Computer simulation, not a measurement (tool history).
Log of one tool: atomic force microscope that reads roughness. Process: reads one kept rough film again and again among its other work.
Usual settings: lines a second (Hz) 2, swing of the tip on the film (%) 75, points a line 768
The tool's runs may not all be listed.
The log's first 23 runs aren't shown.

run,day,lines a second (Hz),swing of the tip on the film (%),points a line,roughness of the kept film (nm (root mean square))
# day 43.775: new tip fitted
24,45.3,2,89,443,3.446
25,47.271,2,59,443,3.687
26,48.704,2,75,395,3.486
# day 50.779: new tip fitted
27,51.104,2,75,395,3.715
28,52.646,2,75,395,3.609
29,54.542,1.69,66,818,3.639
30,56.971,2,66,900,3.519
# day 57.65: new tip fitted
31,58.871,2,66,900,3.776
32,60.133,3.26,78,513,3.38
33,61.971,0.77,68,532,3.694
34,63.775,0.77,68,532,3.574
# day 64.621: new tip fitted
35,66.146,0.77,68,532,3.831
36,68.279,3.21,63,899,3.571
37,70.35,0.52,63,588,3.625
# day 71.55: new tip fitted
38,71.896,0.52,63,588,3.874
39,74.4,2.56,75,443,3.488
# day 76.246: height scale calibrated on a step standard
40,76.246,0.69,75,675,3.661
41,77.392,3.35,69,671,3.399

What if the next run were any one of these 4? Each begins from the tool's condition after run 41:
# day 78.525: new tip fitted
A,79.629,3.35,69,260,?
# day 78.525: new tip fitted
B,79.629,1.69,77,671,?
# day 78.525: new tip fitted
C,79.629,3.35,58,671,?
# day 78.525: new tip fitted
D,79.629,2,58,643,?

run,roughness of the kept film (nm (root mean square))
A,3.645
B,3.715
C,3.781
D,3.839
Had the tool no hidden state, the same runs would have come out as:
run,roughness of the kept film (nm (root mean square))
A,3.713
B,3.784
C,3.851
D,3.91

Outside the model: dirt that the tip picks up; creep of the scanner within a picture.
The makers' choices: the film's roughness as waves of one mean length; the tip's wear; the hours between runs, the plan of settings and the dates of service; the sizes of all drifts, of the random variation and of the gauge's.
